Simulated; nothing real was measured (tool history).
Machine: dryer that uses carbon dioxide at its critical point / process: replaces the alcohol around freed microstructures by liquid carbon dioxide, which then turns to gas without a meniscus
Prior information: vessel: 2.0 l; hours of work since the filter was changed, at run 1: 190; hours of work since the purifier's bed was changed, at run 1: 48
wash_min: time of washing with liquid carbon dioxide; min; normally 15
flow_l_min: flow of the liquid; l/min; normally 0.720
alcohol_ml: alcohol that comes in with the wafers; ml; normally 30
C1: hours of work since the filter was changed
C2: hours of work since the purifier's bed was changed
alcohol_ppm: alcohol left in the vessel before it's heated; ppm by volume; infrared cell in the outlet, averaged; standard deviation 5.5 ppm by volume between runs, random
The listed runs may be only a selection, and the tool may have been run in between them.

{"run": 1, "hour": 0.0, "wash_min": 15, "flow_l_min": 0.72, "alcohol_ml": 30, "C1": 190, "C2": 48, "alcohol_ppm": 193}
{"run": 2, "hour": 14.5, "wash_min": 9, "flow_l_min": 0.72, "alcohol_ml": 30, "C1": 197, "C2": 55, "alcohol_ppm": 1105}
{"run": 3, "hour": 22.3, "wash_min": 9, "flow_l_min": 0.72, "alcohol_ml": 30, "C1": 201, "C2": 59, "alcohol_ppm": 1115}
{"run": 4, "hour": 29.2, "wash_min": 15, "flow_l_min": 1.043, "alcohol_ml": 30, "C1": 205, "C2": 63, "alcohol_ppm": 39}
{"run": 5, "hour": 36.3, "wash_min": 15, "flow_l_min": 0.72, "alcohol_ml": 30, "C1": 208, "C2": 66, "alcohol_ppm": 209}
{"run": 6, "hour": 50.0, "wash_min": 15, "flow_l_min": 0.72, "alcohol_ml": 30, "C1": 215, "C2": 73, "alcohol_ppm": 203}
{"run": 7, "hour": 60.2, "wash_min": 15, "flow_l_min": 0.72, "alcohol_ml": 30, "C1": 220, "C2": 78, "alcohol_ppm": 212}
{"run": 8, "hour": 76.0, "wash_min": 23, "flow_l_min": 0.72, "alcohol_ml": 30, "C1": 228, "C2": 86, "alcohol_ppm": 42}
{"run": 9, "hour": 83.2, "wash_min": 15, "flow_l_min": 1.081, "alcohol_ml": 30, "C1": 231, "C2": 89, "alcohol_ppm": 36}
{"run": 10, "hour": 98.5, "wash_min": 15, "flow_l_min": 1.081, "alcohol_ml": 30, "C1": 239, "C2": 97, "alcohol_ppm": 47}
{"run": 11, "hour": 114.5, "wash_min": 16, "flow_l_min": 0.606, "alcohol_ml": 46, "C1": 247, "C2": 105, "alcohol_ppm": 518}
{"run": 12, "hour": 122.8, "wash_min": 17, "flow_l_min": 0.484, "alcohol_ml": 37, "C1": 251, "C2": 109, "alcohol_ppm": 762}
{"run": 13, "hour": 138.7, "wash_min": 17, "flow_l_min": 0.484, "alcohol_ml": 37, "C1": 259, "C2": 117, "alcohol_ppm": 778}
{"run": 14, "hour": 145.8, "wash_min": 15, "flow_l_min": 0.93, "alcohol_ml": 79, "C1": 262, "C2": 120, "alcohol_ppm": 163}
{"run": 15, "hour": 154.7, "wash_min": 12, "flow_l_min": 0.557, "alcohol_ml": 53, "C1": 267, "C2": 125, "alcohol_ppm": 1989}
{"run": 16, "hour": 168.7, "wash_min": 16, "flow_l_min": 0.854, "alcohol_ml": 30, "C1": 273, "C2": 131, "alcohol_ppm": 80}
{"run": 17, "hour": 180.2, "wash_min": 10, "flow_l_min": 0.77, "alcohol_ml": 27, "C1": 279, "C2": 137, "alcohol_ppm": 668}

What if the next run were any one of these 4? Each begins from the tool's condition after run 17:
{"run": "A", "hour": 189.0, "wash_min": 11, "flow_l_min": 0.8, "alcohol_ml": 44, "C1": 283, "C2": 141, "alcohol_ppm": "?"}
{"run": "B", "hour": 189.0, "wash_min": 22, "flow_l_min": 1.183, "alcohol_ml": 51, "C1": 283, "C2": 141, "alcohol_ppm": "?"}
{"run": "C", "hour": 189.0, "wash_min": 15, "flow_l_min": 0.637, "alcohol_ml": 30, "C1": 283, "C2": 141, "alcohol_ppm": "?"}
{"run": "D", "hour": 189.0, "wash_min": 17, "flow_l_min": 0.528, "alcohol_ml": 81, "C1": 283, "C2": 141, "alcohol_ppm": "?"}

run=A alcohol_ppm=697
run=B alcohol_ppm=34
run=C alcohol_ppm=388
run=D alcohol_ppm=1280
What these runs would have given with no unlogged condition in the tool:
run=A alcohol_ppm=496
run=B alcohol_ppm=14
run=C alcohol_ppm=262
run=D alcohol_ppm=918

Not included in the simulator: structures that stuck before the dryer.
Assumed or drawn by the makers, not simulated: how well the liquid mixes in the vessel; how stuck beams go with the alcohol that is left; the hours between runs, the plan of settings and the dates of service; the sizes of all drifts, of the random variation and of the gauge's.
